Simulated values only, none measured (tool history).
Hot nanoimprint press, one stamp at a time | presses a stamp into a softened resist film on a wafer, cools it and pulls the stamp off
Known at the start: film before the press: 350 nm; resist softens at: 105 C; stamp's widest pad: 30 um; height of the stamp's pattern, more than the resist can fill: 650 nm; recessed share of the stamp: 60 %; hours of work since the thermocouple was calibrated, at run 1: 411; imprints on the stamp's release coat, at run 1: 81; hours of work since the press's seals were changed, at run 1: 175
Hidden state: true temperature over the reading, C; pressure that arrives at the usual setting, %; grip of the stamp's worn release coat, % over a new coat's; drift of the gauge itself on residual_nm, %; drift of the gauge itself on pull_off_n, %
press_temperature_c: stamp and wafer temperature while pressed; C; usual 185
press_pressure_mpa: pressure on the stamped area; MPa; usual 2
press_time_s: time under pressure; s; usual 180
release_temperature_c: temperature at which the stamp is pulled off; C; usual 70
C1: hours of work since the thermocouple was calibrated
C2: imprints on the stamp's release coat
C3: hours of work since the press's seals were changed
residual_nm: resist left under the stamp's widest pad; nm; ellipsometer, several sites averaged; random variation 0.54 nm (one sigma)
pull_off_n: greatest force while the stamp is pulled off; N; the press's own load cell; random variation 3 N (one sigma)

run 1 day=0 | press_temperature_c=185 press_pressure_mpa=2 press_time_s=180 release_temperature_c=70 | C1=411 C2=81 C3=175 | residual_nm=175.6 pull_off_n=138
run 2 day=1.212 | press_temperature_c=185 press_pressure_mpa=2 press_time_s=180 release_temperature_c=70 | C1=429 C2=179 C3=194 | residual_nm=175.8 pull_off_n=143
-- day=2.296 plate thermocouple calibrated
run 3 day=2.617 | press_temperature_c=185 press_pressure_mpa=2 press_time_s=180 release_temperature_c=76 | C1=5 C2=282 C3=213 | residual_nm=176.2 pull_off_n=129
run 4 day=3.65 | press_temperature_c=185 press_pressure_mpa=2 press_time_s=180 release_temperature_c=76 | C1=21 C2=365 C3=229 | residual_nm=176.7 pull_off_n=134
run 5 day=4.638 | press_temperature_c=185 press_pressure_mpa=2 press_time_s=180 release_temperature_c=76 | C1=36 C2=444 C3=244 | residual_nm=175.8 pull_off_n=134
run 6 day=5.788 | press_temperature_c=185 press_pressure_mpa=2 press_time_s=180 release_temperature_c=76 | C1=53 C2=536 C3=261 | residual_nm=178.1 pull_off_n=133
run 7 day=6.575 | press_temperature_c=185 press_pressure_mpa=2 press_time_s=180 release_temperature_c=76 | C1=65 C2=600 C3=273 | residual_nm=176.2 pull_off_n=130
run 8 day=7.258 | press_temperature_c=185 press_pressure_mpa=2 press_time_s=177 release_temperature_c=70 | C1=75 C2=655 C3=283 | residual_nm=177 pull_off_n=136
run 9 day=8.717 | press_temperature_c=185 press_pressure_mpa=1.59 press_time_s=177 release_temperature_c=70 | C1=97 C2=772 C3=306 | residual_nm=195.5 pull_off_n=140
run 10 day=9.896 | press_temperature_c=185 press_pressure_mpa=1.59 press_time_s=177 release_temperature_c=70 | C1=115 C2=867 C3=323 | residual_nm=194.8 pull_off_n=137
run 11 day=11.029 | press_temperature_c=185 press_pressure_mpa=1.59 press_time_s=177 release_temperature_c=70 | C1=132 C2=958 C3=341 | residual_nm=195.2 pull_off_n=143
run 12 day=12.379 | press_temperature_c=185 press_pressure_mpa=2.09 press_time_s=158 release_temperature_c=58 | C1=153 C2=1066 C3=361 | residual_nm=180.9 pull_off_n=162
run 13 day=13.317 | press_temperature_c=185 press_pressure_mpa=2.09 press_time_s=158 release_temperature_c=58 | C1=167 C2=1142 C3=375 | residual_nm=181.7 pull_off_n=161
run 14 day=14.288 | press_temperature_c=183 press_pressure_mpa=1.24 press_time_s=180 release_temperature_c=63 | C1=182 C2=1220 C3=390 | residual_nm=229.9 pull_off_n=152
run 15 day=14.925 | press_temperature_c=183 press_pressure_mpa=1.24 press_time_s=180 release_temperature_c=63 | C1=192 C2=1271 C3=400 | residual_nm=228.4 pull_off_n=154
run 16 day=16.392 | press_temperature_c=187 press_pressure_mpa=1.23 press_time_s=95 release_temperature_c=61 | C1=214 C2=1389 C3=422 | residual_nm=237.9 pull_off_n=154

Forecast each of these 4 alternatives for the next run:
run A day=17.112 | press_temperature_c=187 press_pressure_mpa=1.23 press_time_s=95 release_temperature_c=57 | C1=225 C2=1447 C3=433 | residual_nm=? pull_off_n=?
run B day=17.112 | press_temperature_c=185 press_pressure_mpa=2.3 press_time_s=180 release_temperature_c=70 | C1=225 C2=1447 C3=433 | residual_nm=? pull_off_n=?
run C day=17.112 | press_temperature_c=187 press_pressure_mpa=1.23 press_time_s=95 release_temperature_c=76 | C1=225 C2=1447 C3=433 | residual_nm=? pull_off_n=?
run D day=17.112 | press_temperature_c=175 press_pressure_mpa=1.25 press_time_s=117 release_temperature_c=70 | C1=225 C2=1447 C3=433 | residual_nm=? pull_off_n=?

run=A residual_nm=237.3 pull_off_n=159
run=B residual_nm=165.6 pull_off_n=143
run=C residual_nm=237.4 pull_off_n=132
run=D residual_nm=308.1 pull_off_n=140
Without the tool's hidden state the same runs would have given:
run=A residual_nm=237.2 pull_off_n=158
run=B residual_nm=165.6 pull_off_n=142
run=C residual_nm=237.4 pull_off_n=131
run=D residual_nm=308.1 pull_off_n=139

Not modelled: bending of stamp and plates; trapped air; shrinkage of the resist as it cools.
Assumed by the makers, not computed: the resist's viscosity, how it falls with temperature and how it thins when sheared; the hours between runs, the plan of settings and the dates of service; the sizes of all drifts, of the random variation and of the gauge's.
